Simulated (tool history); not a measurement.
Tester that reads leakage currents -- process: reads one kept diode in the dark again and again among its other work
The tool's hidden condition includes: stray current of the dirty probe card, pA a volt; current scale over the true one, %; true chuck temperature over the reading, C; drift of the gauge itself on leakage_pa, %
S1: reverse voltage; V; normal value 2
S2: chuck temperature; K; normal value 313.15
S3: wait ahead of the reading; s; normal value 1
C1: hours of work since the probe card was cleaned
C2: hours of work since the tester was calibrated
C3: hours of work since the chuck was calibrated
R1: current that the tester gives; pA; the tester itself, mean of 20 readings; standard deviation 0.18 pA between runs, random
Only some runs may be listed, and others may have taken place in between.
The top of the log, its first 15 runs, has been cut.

run    hour     S1      S2    S3    C1    C2   C3      R1
 16   453.2      2  313.15  2.02  1344   915   77   62.76
 17   474.1      2  313.15     1  1354   925   87   63.75
 18   501.6      2  313.15     1  1368   939  101   63.59
 19   539.4      2  313.15     1  1387   957  120   63.52
 20   568.8      2  313.15     1  1401   972  134   63.35
 21   607.3   5.56  313.15  6.26  1420   991  153   96.15
 22   637.6   5.56  313.15  6.26  1435  1006  168   95.78
 23   660.6   2.91  325.15  3.02  1447  1018  180  153.43
 24   683.5   2.91  325.15  3.02  1458  1029  191  153.02
 25   722.7   7.01  318.15  3.61  1478  1048  211  144.22
 26   756.6  19.19  318.15  3.61  1494  1065  227  224.52
 27   783.2  19.19  318.15  3.61  1508  1079  241  224.76
 28   807.6   3.63  295.15     1  1520  1091  253   28.42
 29   836.1   1.84  295.15  0.47  1534  1105  267   20.58
 30   874.7   1.84  295.15  0.47  1553  1124  286    20.6
 31   907.1   1.84  295.15  0.47  1569  1140  302   20.66
 32   938.4  17.26  322.15  1.28  1585  1156  318  270.02
 33   960.6   6.65  316.15     1  1596  1167  329  127.16
 34   987.5      2  301.15     1  1609  1180  342   30.79
 35  1006.6   8.52  315.15  0.77  1619  1190  352  134.84
 36  1031.8   8.52  315.15  0.77  1631  1202  364   135.8
 37  1070.4   8.52  315.15  0.77  1650  1221  383  135.39
 38  1097.9      2  309.15   1.2  1664  1235  397   50.57

What does the tool deliver on the next run?
 39  1137.8   2  332.15  6.84  1684  1255  417   ?

Run 39 gave R1 203.22 pA.
Without the tool's hidden state the same run would have given R1 193.92 pA.
